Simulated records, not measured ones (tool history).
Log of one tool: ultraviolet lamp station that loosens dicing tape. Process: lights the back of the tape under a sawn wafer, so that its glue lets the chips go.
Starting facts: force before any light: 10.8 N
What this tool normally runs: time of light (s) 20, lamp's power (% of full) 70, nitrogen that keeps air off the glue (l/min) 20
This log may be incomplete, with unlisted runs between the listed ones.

run     day  time of light (s)  lamp's power (% of full)  nitrogen that keeps air off the glue (l/min)  force that peels the tape off (N)  light that reached the tape (mJ/cm2)
  1       0                 20                        70                                            20                              0.257                                   461
  2   0.933                 20                        70                                            20                              0.259                                   462
  3   1.625                 20                        70                                            20                               0.26                                   470
  4   2.362                 20                        70                                            20                              0.266                                   464
      2.546  -- window cleaned of glue's vapour
  5   3.088                 20                        70                                            20                              0.266                                   467
  6   3.712                 20                        70                                            20                              0.265                                   470
  7   4.358                 20                        70                                            20                              0.262                                   465
  8   5.379                 20                        70                                            20                              0.257                                   466
  9   6.404                 20                        70                                            13                              0.447                                   466
 10   6.971                 20                        70                                            20                               0.26                                   470
 11   7.808                 20                        70                                            20                               0.26                                   463
 12   8.612                 20                        70                                            20                              0.263                                   465
 13   9.667                 17                        70                                            20                              0.413                                   399
 14  10.154                 20                        70                                            20                              0.259                                   465
 15  10.942                 20                        70                                            20                              0.255                                   475
 16  11.746                 20                        70                                            20                              0.251                                   470
 17  12.429                 20                        70                                            20                              0.271                                   468
 18  12.975                 20                        70                                            20                              0.267                                   464
 19  13.783                 20                        70                                            20                              0.259                                   464
 20  14.725                 20                        70                                            20                               0.27                                   466
 21  15.508                 20                        70                                            20                              0.256                                   467
 22   15.95                 20                        70                                            20                              0.264                                   470
 23  16.933                 32                        70                                            20                              0.081                                   742
 24  17.438                 20                        70                                            31                              0.164                                   466
 25  18.225                 20                        70                                            31                              0.164                                   467
 26  18.821                 19                        97                                            31                              0.096                                   610
 27  19.588                 14                        87                                            20                                0.4                                   403
 28  20.475                 15                        96                                            13                              0.396                                   483
 29  20.983                 15                        96                                            13                              0.417                                   478
 30  21.788                 15                        96                                            13                              0.422                                   477
 31  22.617                 27                        98                                            13                              0.086                                   882
 32  23.375                 27                        74                                            15                              0.142                                   668
 33  23.842                 12                        90                                            39                               0.27                                   358
 34  24.442                 20                        85                                            36                              0.099                                   566
 35  25.225                 37                        89                                            12                              0.078                                  1087
 36  25.938                 24                        70                                            20                              0.156                                   555
 37    26.8                 24                        67                                            20                              0.175                                   534
 38   27.45                 20                        70                                            13                              0.452                                   471
 39  28.179                 18                        67                                            20                              0.405                                   402
 40  28.971                 18                        67                                            29                              0.284                                   408
     29.921  -- window cleaned of glue's vapour
 41  29.946                 18                        67                                            29                              0.272                                   402
 42  30.533                 15                        87                                            30                              0.191                                   437
 43  31.038                 15                        62                                            15                              1.085                                   312
 44  31.917                 15                        62                                            15                              1.078                                   313

Each row is a separate what-if for the run after 44, all from the same tool condition, not one after another. Results?
  A  32.821                 21                        65                                            19                                  ?                                     ?
  B  32.821                 19                        69                                            26                                  ?                                     ?
  C  32.821                 11                        98                                            15                                  ?                                     ?

run  force that peels the tape off (N)  light that reached the tape (mJ/cm2)
  A                              0.301                                   452
  B                              0.239                                   434
  C                              0.763                                   364
The same runs, with their run-to-run variation unchanged, on a tool lacking any hidden condition would have given:
run  force that peels the tape off (N)  light that reached the tape (mJ/cm2)
  A                                0.3                                   453
  B                              0.237                                   435
  C                              0.759                                   365
